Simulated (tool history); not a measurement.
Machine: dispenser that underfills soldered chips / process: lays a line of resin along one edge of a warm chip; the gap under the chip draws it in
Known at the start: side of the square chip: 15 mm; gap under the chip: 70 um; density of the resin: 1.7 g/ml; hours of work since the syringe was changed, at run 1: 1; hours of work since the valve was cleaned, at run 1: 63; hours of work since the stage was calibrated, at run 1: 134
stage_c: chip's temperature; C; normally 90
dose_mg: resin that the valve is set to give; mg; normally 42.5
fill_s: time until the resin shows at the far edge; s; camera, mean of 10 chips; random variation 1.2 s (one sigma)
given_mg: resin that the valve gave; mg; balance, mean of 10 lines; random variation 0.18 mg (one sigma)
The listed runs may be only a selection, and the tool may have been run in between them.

| run | hour | stage_c | dose_mg | hours of work since the syringe was changed | hours of work since the valve was cleaned | hours of work since the stage was calibrated | fill_s | given_mg |
|---|---|---|---|---|---|---|---|---|
| 1 | 0.0 | 90 | 42.5 | 1 | 63 | 134 | 120.6 | 40.99 |
| 2 | 4.2 | 90 | 42.5 | 4 | 66 | 137 | 137.5 | 40.77 |
|  | 5.7 | dispensing valve cleaned and set on the balance |
| 3 | 8.2 | 90 | 42.5 | 7 | 2 | 139 | 150.0 | 42.71 |
|  | 8.9 | new syringe of resin |
| 4 | 13.1 | 90 | 42.5 | 3 | 5 | 142 | 127.4 | 42.42 |
|  | 18.4 | new syringe of resin |
| 5 | 18.7 | 90 | 42.5 | 0 | 9 | 146 | 114.6 | 42.42 |
| 6 | 23.5 | 103 | 42.5 | 4 | 13 | 150 | 78.2 | 42.43 |
|  | 28.0 | new syringe of resin |
| 7 | 29.6 | 90 | 40.0 | 1 | 17 | 154 | 119.6 | 39.67 |
| 8 | 33.8 | 90 | 40.0 | 4 | 20 | 157 | 136.5 | 39.41 |
| 9 | 37.0 | 101 | 42.5 | 7 | 23 | 160 | 93.6 | 42.11 |
|  | 37.8 | new syringe of resin |
| 10 | 41.2 | 101 | 38.9 | 3 | 25 | 163 | 82.4 | 38.65 |
| 11 | 45.1 | 101 | 38.9 | 5 | 28 | 165 | 92.9 | 38.55 |
|  | 47.6 | new syringe of resin |
| 12 | 49.9 | 80 | 50.3 | 2 | 32 | 169 | 184.1 | 49.24 |
| 13 | 55.3 | 80 | 50.3 | 6 | 36 | 173 | 215.3 | 49.41 |
|  | 57.3 | new syringe of resin |
| 14 | 59.9 | 79 | 39.4 | 2 | 39 | 176 | 199.4 | 38.46 |

Selected run-to-run steps in fill_s, each split into two signed amounts: the part the tool would show with no hidden state at all (from settings, incoming material and random variation), and the remainder, which goes to the hidden state together with any gauge scatter not common to the measured and the hidden-state-free results:
What the log doesn't record here: resin's viscosity, % of fresh resin's; dose that the valve gives, % of what is set; true chip temperature over the reading, C; drift of the gauge itself on fill_s, %; drift of the gauge itself on given_mg, %.
Run 11 -> 12: stage_c 101 -> 80, dose_mg 38.9 -> 50.3, new syringe of resin. fill_s +91.2 s: hidden state -12.7, all else +103.9.
Run 12 -> 13: no setting touched and nothing written in the log between the runs. fill_s +31.2 s: hidden state +31.6, all else -0.4.
